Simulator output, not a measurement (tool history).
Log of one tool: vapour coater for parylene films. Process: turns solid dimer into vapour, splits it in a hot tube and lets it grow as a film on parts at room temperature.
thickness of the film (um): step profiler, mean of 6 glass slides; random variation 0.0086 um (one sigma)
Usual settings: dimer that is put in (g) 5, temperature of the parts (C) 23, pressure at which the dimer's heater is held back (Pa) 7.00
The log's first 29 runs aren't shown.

run    hour  dimer that is put in (g)  temperature of the parts (C)  pressure at which the dimer's heater is held back (Pa)  hours of work since the trap's valve was overhauled  hours of work since the table's thermometer was calibrated  thickness of the film (um)
 30  1413.5                         2                            21                                                    7.00                                                  385                                                         599                       0.352
 31  1475.9                         2                            21                                                    7.00                                                  430                                                         644                       0.355
 32  1516.0                         4                            33                                                    4.92                                                  459                                                         672                       0.475
 33  1544.0                         4                            33                                                    4.92                                                  479                                                         693                       0.481
     1565.9  -- trap's valve overhauled
 34  1595.5                         5                            19                                                    7.00                                                   21                                                         727                       1.060
 35  1648.0                         3                            19                                                    7.00                                                   59                                                         765                       0.632
 36  1676.6                         2                            24                                                    7.00                                                   80                                                         785                       0.340
 37  1720.2                         3                            23                                                    7.00                                                  111                                                         817                       0.533
 38  1764.1                         3                            23                                                    7.00                                                  143                                                         848                       0.538
 39  1805.9                         8                            33                                                    7.00                                                  173                                                         878                       1.003
 40  1844.1                         8                            33                                                    7.00                                                  200                                                         906                       0.995
 41  1876.8                         2                            16                                                    7.00                                                  224                                                         929                       0.449
 42  1912.9                         2                            16                                                    7.00                                                  250                                                         955                       0.437
 43  1947.0                         2                            16                                                    7.00                                                  275                                                         980                       0.437
 44  1982.0                         5                            27                                                    9.72                                                  300                                                        1005                       0.724
 45  2046.2                         5                            27                                                    9.72                                                  346                                                        1051                       0.691
 46  2077.5                         2                            18                                                   11.59                                                  369                                                        1074                       0.382

Forecast each of these 3 alternatives for the next run:
  A  2106.8                         5                            23                                                    5.19                                                  390                                                        1095                           ?
  B  2106.8                         2                            17                                                   11.59                                                  390                                                        1095                           ?
  C  2106.8                         5                            23                                                    2.51                                                  390                                                        1095                           ?

run  thickness of the film (um)
  A                       0.879
  B                       0.396
  C                       0.984
Without the tool's hidden state the same runs would have given:
run  thickness of the film (um)
  A                       0.950
  B                       0.427
  C                       1.062

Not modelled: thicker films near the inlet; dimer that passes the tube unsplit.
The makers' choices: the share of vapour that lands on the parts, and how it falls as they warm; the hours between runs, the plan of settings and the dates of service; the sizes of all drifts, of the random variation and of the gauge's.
